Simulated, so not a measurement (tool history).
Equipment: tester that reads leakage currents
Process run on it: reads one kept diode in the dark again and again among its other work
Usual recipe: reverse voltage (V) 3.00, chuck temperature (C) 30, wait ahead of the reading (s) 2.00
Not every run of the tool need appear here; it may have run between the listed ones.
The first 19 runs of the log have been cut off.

run,day,reverse voltage (V),chuck temperature (C),wait ahead of the reading (s),current that the tester gives (pA)
20,67.808,3.00,30,2.00,201.71
21,70.012,3.00,30,2.19,201.29
22,72.488,3.87,21,0.60,116.54
23,76.975,1.64,30,2.00,160.49
24,80.271,1.64,30,2.00,160.46
25,85.029,1.64,30,2.00,159.88
26,87.525,1.64,30,2.00,160.11
27,89.625,14.77,43,1.24,878.84
28,92.312,14.77,43,1.24,883.62
# day 92.688: tester calibrated
29,95.483,3.00,35,8.42,284.06
30,98.658,3.00,35,8.42,284.09
31,103.304,3.00,58,5.57,1221.85
32,105.862,3.00,58,5.57,1223.13
33,107.888,3.00,58,5.57,1220.73
# day 112.479: chuck's temperature calibrated
34,112.479,3.00,58,5.57,1219.91
35,117.208,2.06,30,6.63,174.70
36,119.675,3.00,46,2.00,585.77
37,122.196,3.00,33,2.00,248.14
38,125.942,3.00,37,2.00,326.57
39,127.892,4.30,22,0.48,130.86

What if the next run were any one of these 5? Each begins from the tool's condition after run 39:
A,132.567,5.95,22,0.48,?
B,132.567,1.57,50,6.55,?
C,132.567,3.00,30,4.98,?
D,132.567,4.30,27,0.48,?
E,132.567,2.18,22,0.48,?

run,current that the tester gives (pA)
A,148.99
B,594.19
C,201.65
D,187.39
E,101.58
Take away the tool's hidden state, keep each run's random variation, and the runs would have read:
run,current that the tester gives (pA)
A,149.06
B,594.56
C,201.77
D,187.49
E,101.64

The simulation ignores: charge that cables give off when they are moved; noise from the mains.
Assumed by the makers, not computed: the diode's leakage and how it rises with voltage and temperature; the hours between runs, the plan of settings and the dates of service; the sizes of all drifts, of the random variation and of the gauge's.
